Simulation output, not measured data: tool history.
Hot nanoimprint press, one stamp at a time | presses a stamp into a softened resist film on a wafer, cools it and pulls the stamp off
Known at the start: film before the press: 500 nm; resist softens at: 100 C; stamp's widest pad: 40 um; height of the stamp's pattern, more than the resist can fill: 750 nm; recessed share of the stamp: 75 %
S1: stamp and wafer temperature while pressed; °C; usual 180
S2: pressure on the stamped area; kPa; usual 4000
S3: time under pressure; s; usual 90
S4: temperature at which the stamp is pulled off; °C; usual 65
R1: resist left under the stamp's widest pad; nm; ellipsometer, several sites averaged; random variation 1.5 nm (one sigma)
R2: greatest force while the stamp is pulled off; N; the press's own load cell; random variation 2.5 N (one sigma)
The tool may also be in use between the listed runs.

run	hour	S1	S2	S3	S4	R1	R2
1	0.0	180	4000	90	65	244.3	186
2	26.8	180	5080	90	65	222.0	179
# hour 54.4: plate thermocouple calibrated
3	66.7	180	5080	90	65	221.1	183
4	99.2	176	4000	90	65	282.4	182
5	146.8	176	4000	90	65	284.3	187
6	199.2	176	4000	90	65	283.0	185
7	244.7	180	4000	90	65	244.4	187
8	280.0	180	4000	90	65	242.4	184
9	318.1	180	4000	90	65	241.1	181
# hour 339.3: stamp cleaned and given a new release coat
10	356.7	180	4000	90	65	245.4	181
11	407.4	180	4000	90	65	244.1	181
12	431.7	180	4000	90	65	247.0	186
13	479.9	186	4000	90	65	198.2	184
14	519.4	186	4000	90	65	194.8	184
15	554.5	186	4000	90	65	194.6	187
16	589.3	180	3140	90	65	267.5	186
17	645.2	180	3140	90	65	270.8	187
18	668.6	180	3140	90	65	269.8	186
19	723.0	172	3150	95	61	340.6	208
20	748.8	172	3150	95	61	346.4	201
21	774.8	180	4960	90	65	224.7	185
22	832.3	180	4960	90	65	226.0	187
# hour 853.1: plate thermocouple calibrated
23	867.3	180	4960	90	65	221.7	181
24	899.6	180	4960	90	58	222.1	219
25	944.0	177	2450	60	59	362.0	211
26	984.9	177	2450	60	59	357.7	211
# hour 994.2: stamp cleaned and given a new release coat
27	1030.4	177	2450	60	59	361.3	215

Forecast each of these 5 alternatives for the next run:
A	1060.3	184	4230	170	65	?	?
B	1060.3	180	4000	90	62	?	?
C	1060.3	180	2720	157	62	?	?
D	1060.3	180	3570	66	65	?	?
E	1060.3	173	4000	90	62	?	?

run	R1	R2
A	157.7	179
B	243.7	199
C	234.1	196
D	287.4	187
E	312.9	198
Without the tool's hidden state the same runs would have given:
run	R1	R2
A	157.5	179
B	243.4	198
C	233.9	196
D	287.1	187
E	312.6	198
